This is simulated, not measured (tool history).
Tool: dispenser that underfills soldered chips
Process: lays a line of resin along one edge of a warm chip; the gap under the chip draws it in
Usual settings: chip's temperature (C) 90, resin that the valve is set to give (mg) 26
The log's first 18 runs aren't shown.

run	hour	chip's temperature (C)	resin that the valve is set to give (mg)	time until the resin shows at the far edge (s)	resin that the valve gave (mg)
19	76.2	82	27.5	40.3	25.94
# hour 80.5: new syringe of resin
20	82.3	82	33.3	35.5	31.61
21	86.5	87	23.9	36.5	22.73
# hour 88.8: new syringe of resin
22	91.7	85	30.7	33.4	29
23	95.5	85	30.7	38.6	29.09
# hour 97.2: new syringe of resin
24	100	85	23.5	34.6	22.29
25	104.2	85	23.5	40.6	22.25
# hour 105.8: new syringe of resin
26	109	96	25.3	23.5	23.94
# hour 114.4: new syringe of resin
27	114.4	99	25.7	18.4	24.35
28	118.1	84	22.3	38.5	21.05
29	121.1	84	22.3	42.5	20.97
# hour 123: new syringe of resin
30	123.9	78	27.2	42.7	25.58
31	129.5	80	26	48.9	24.46
# hour 131.7: new syringe of resin
32	132.5	80	26	38.9	24.21
# hour 135.8: dispensing valve cleaned and set on the balance
33	137.5	75	26	55.3	26.08
34	140.3	76	27.3	60.5	27.33
# hour 141: new syringe of resin
35	146.1	78	31.8	47.7	31.94
36	148.5	90	25.3	33.1	25.63

Forecast each of these 4 alternatives for the next run:
# hour 149.5: new syringe of resin
A	151.4	90	26	?	?
# hour 149.5: new syringe of resin
B	151.4	82	29	?	?
# hour 149.5: new syringe of resin
C	151.4	76	29.4	?	?
# hour 149.5: new syringe of resin
D	151.4	90	31.5	?	?

run	time until the resin shows at the far edge (s)	resin that the valve gave (mg)
A	25.6	25.77
B	36.9	28.67
C	47.3	29.2
D	25.8	31.38
Without the tool's hidden state the same runs would have given:
run	time until the resin shows at the far edge (s)	resin that the valve gave (mg)
A	23.3	25.83
B	33.8	28.74
C	43.2	29.27
D	23.7	31.45
